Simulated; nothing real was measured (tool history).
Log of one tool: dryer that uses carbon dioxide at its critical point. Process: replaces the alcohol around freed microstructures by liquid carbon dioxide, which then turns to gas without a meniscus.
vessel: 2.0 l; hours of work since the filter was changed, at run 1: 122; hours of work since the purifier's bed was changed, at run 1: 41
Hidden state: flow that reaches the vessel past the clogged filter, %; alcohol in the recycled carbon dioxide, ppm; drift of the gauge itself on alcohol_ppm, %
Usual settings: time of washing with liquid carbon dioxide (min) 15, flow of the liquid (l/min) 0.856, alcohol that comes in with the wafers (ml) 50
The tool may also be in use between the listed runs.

run,hour,time of washing with liquid carbon dioxide (min),flow of the liquid (l/min),alcohol that comes in with the wafers (ml),hours of work since the filter was changed,hours of work since the purifier's bed was changed,alcohol left in the vessel before it's heated (ppm by volume)
1,0,15,0.856,50,122,41,76
2,8.2,15,0.856,50,126,45,78
3,23,15,0.856,50,134,53,79
4,36.8,15,1.266,50,141,60,23
5,46.3,15,1.266,50,146,65,21
6,58.5,15,0.856,61,153,72,99
7,73.2,15,0.856,61,160,80,102
8,83.6,15,0.639,50,166,85,341
9,99.3,15,0.639,50,174,93,349
10,107.6,15,0.639,50,178,98,331
11,118.2,15,0.639,50,184,103,350
12,132.5,15,0.872,50,191,111,88
13,144,15,0.872,50,198,117,88
14,151,15,0.856,62,201,120,123
15,161.1,15,0.856,62,207,126,112
16,167.9,19,0.856,50,210,129,54
17,177,19,0.856,50,215,134,41
18,184.9,19,0.856,50,219,138,55
19,193.3,19,0.856,50,223,143,57
20,204.9,19,0.856,50,230,149,57
21,215.3,19,0.856,50,235,154,60
22,231.4,19,0.856,50,243,163,55
23,245.1,19,0.856,50,251,170,63
24,256.3,12,0.856,50,256,176,267
25,271.4,18,0.773,50,264,184,99
26,283.5,9,1.218,53,271,190,214
27,295.5,13,0.823,50,277,196,248
28,309.7,23,1.222,50,285,204,44

The same runs without the tool's hidden state, with the same run-to-run variation:
run,alcohol left in the vessel before it's heated (ppm by volume)
1,59
2,59
3,58
4,9
5,5
6,71
7,71
8,282
9,285
10,268
11,283
12,52
13,50
14,80
15,67
16,22
17,7
18,20
19,21
20,20
21,22
22,14
23,22
24,183
25,47
26,136
27,161
28,0

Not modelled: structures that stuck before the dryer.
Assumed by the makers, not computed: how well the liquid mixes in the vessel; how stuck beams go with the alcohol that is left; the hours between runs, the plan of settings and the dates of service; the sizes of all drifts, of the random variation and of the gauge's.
